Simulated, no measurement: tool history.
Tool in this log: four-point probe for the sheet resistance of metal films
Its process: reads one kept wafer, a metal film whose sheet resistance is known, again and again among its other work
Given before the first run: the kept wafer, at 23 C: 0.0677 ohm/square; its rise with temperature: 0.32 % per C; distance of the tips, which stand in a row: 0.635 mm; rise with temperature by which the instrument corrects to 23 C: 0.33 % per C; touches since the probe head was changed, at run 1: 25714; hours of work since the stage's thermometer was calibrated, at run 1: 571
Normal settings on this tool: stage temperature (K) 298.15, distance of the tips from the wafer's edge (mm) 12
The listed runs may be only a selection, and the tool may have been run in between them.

| run | hour | stage temperature (K) | distance of the tips from the wafer's edge (mm) | touches since the probe head was changed | hours of work since the stage's thermometer was calibrated | sheet resistance as the instrument gives it (ohm/square) |
|---|---|---|---|---|---|---|
| 1 | 0 | 298.15 | 12 | 25714 | 571 | 0.068027 |
| 2 | 34.3 | 293.15 | 12 | 26093 | 589 | 0.068046 |
| 3 | 74.6 | 293.15 | 35 | 26538 | 611 | 0.067959 |
| 4 | 135.7 | 298.15 | 12 | 27213 | 643 | 0.068006 |
| 5 | 175.8 | 298.15 | 12 | 27657 | 664 | 0.067989 |
| 6 | 217.4 | 298.15 | 12 | 28117 | 686 | 0.068025 |
| 7 | 281 | 295.15 | 12 | 28820 | 720 | 0.068013 |
| 8 | 316.4 | 295.15 | 12 | 29210 | 739 | 0.06802 |
| 9 | 382.1 | 307.15 | 5 | 29937 | 773 | 0.068463 |
| 10 | 421.4 | 307.15 | 64 | 30372 | 794 | 0.067879 |
| 11 | 464.7 | 293.15 | 44 | 30850 | 817 | 0.067927 |

Subtracting, for every run, the result it would have given without the tool's unlogged condition from the measured result gives the following. The same run-to-run variation enters both numbers; the gauge's scatter may not:
The tool's hidden condition here consists of: inner tips' distance over the nominal, %; tips' flats over new ones', %; wafer's true temperature over the reading, C; drift of the gauge itself on sheet_ohm, %.
| run | sheet resistance as the instrument gives it (ohm/square) |
|---|---|
| 1 | +0.00023 |
| 2 | +0.000228 |
| 3 | +0.000228 |
| 4 | +0.000226 |
| 5 | +0.000225 |
| 6 | +0.000224 |
| 7 | +0.000222 |
| 8 | +0.000221 |
| 9 | +0.00022 |
| 10 | +0.000218 |
| 11 | +0.000217 |
